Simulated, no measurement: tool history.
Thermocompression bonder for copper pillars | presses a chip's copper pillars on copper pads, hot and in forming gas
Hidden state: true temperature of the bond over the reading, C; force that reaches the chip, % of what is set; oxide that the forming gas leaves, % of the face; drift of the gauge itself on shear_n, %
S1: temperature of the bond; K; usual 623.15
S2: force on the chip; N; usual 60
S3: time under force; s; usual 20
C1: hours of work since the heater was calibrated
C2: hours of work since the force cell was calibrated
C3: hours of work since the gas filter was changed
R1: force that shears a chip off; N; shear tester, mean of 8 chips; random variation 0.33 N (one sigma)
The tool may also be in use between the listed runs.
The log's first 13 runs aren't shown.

run   hour      S1  S2  S3    C1   C2   C3    R1
 14  327.4  623.15  60  20   804  633  245  60.5
 15  359.4  623.15  84  20   822  651  263  81.5
       370  -- gauge calibrated
 16  387.7  623.15  84  20   838  667  279  80.1
 17  414.7  624.15  84  20   854  682  295  80.3
 18  434.7  624.15  84  20   865  693  306  80.1
 19  460.9  623.15  40  20   880  708  321  37.7
 20  496.2  617.15  71  11   900  728  341  54.1
 21  519.8  623.15  45  25   913  742  354  47.7
     525.4  -- forming gas filter changed
 22    548  648.15  60  20   929  757   13  71.1
 23  571.2  623.15  38  15   942  770   26  31.5
 24  600.7  612.15  60  17   959  787   43  51.8
 25  627.8  612.15  45  46   974  802   58  54.9
 26  660.2  623.15  60  27   993  821   76  66.2
 27  692.6  646.15  56  16  1011  839   95  61.5
 28    722  598.15  58  10  1027  856  111  36.1
 29  738.8  595.15  60  23  1037  865  121  49.7
 30  776.7  651.15  77  23  1058  887  142  92.9
 31  802.1  640.15  51  17  1073  901  157  54.6
     817.7  -- gauge calibrated
 32  830.9  640.15  51  17  1089  917  173  53.1

The next listed run, before its measurement:
 33  862.8  623.15  41  11  1107  935  191   ?

R1: 30.1 N
Without the tool's hidden state the same run would have given R1 29.9 N.

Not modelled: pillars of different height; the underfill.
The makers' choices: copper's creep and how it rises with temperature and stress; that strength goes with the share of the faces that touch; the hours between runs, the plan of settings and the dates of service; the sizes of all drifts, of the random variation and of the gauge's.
